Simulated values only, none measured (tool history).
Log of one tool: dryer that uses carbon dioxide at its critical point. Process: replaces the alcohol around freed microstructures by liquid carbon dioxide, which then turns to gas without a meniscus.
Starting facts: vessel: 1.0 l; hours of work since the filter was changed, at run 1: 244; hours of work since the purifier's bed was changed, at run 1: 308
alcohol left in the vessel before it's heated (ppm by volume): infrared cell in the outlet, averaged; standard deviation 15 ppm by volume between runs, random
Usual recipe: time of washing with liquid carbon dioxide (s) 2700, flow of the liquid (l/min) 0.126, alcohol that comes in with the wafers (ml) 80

run   hour  time of washing with liquid carbon dioxide (s)  flow of the liquid (l/min)  alcohol that comes in with the wafers (ml)  hours of work since the filter was changed  hours of work since the purifier's bed was changed  alcohol left in the vessel before it's heated (ppm by volume)
  1    0.0                                            2700                       0.126                                          80                                         244                                                 308                                                           1293
  2   18.3                                            2700                       0.126                                          39                                         254                                                 318                                                            685
  3   38.0                                            2700                       0.126                                          80                                         265                                                 329                                                           1358
  4   62.2                                            2700                       0.126                                          80                                         278                                                 342                                                           1441
  5  103.1                                            2700                       0.126                                          80                                         301                                                 364                                                           1456
  6  143.9                                            2700                       0.126                                          80                                         323                                                 387                                                           1482
  7  162.1                                            2700                       0.126                                          80                                         333                                                 397                                                           1506
  8  184.2                                            2700                       0.126                                          80                                         345                                                 409                                                           1556
  9  210.8                                            2700                       0.126                                          80                                         360                                                 423                                                           1522
 10  248.6                                            2700                       0.126                                          68                                         380                                                 444                                                           1370
 11  283.1                                            2700                       0.126                                          80                                         399                                                 463                                                           1688
     309.3  -- inlet filter changed
 12  314.1                                            2700                       0.126                                          80                                           3                                                 479                                                            998
 13  337.4                                            1920                       0.085                                          96                                          15                                                 492                                                          11486
 14  361.1                                            1920                       0.085                                          26                                          28                                                 505                                                           3177
 15  383.6                                            1740                       0.085                                          89                                          41                                                 517                                                          13040
 16  418.3                                            3060                       0.165                                          26                                          60                                                 536                                                            118
 17  436.6                                            3540                       0.089                                          80                                          70                                                 546                                                           1445
 18  454.3                                            2820                       0.089                                          80                                          79                                                 556                                                           3319
 19  493.7                                            2700                       0.126                                          38                                         101                                                 578                                                            585
 20  524.7                                            3600                       0.126                                          38                                         118                                                 594                                                            201
 21  543.5                                            3600                       0.126                                          38                                         128                                                 605                                                            209
 22  563.1                                            3960                       0.126                                          49                                         139                                                 616                                                            179

What if the next run were any one of these 3? Each begins from the tool's condition after run 22:
  A  592.7                                            2520                       0.183                                          30                                         155                                                 632                                                              ?
  B  592.7                                            2400                       0.180                                          41                                         155                                                 632                                                              ?
  C  592.7                                            1920                       0.125                                          73                                         155                                                 632                                                              ?

run  alcohol left in the vessel before it's heated (ppm by volume)
  A                                                            186
  B                                                            273
  C                                                           3761
With no hidden state in the tool, these same runs would have given:
run  alcohol left in the vessel before it's heated (ppm by volume)
  A                                                             78
  B                                                            143
  C                                                           3102

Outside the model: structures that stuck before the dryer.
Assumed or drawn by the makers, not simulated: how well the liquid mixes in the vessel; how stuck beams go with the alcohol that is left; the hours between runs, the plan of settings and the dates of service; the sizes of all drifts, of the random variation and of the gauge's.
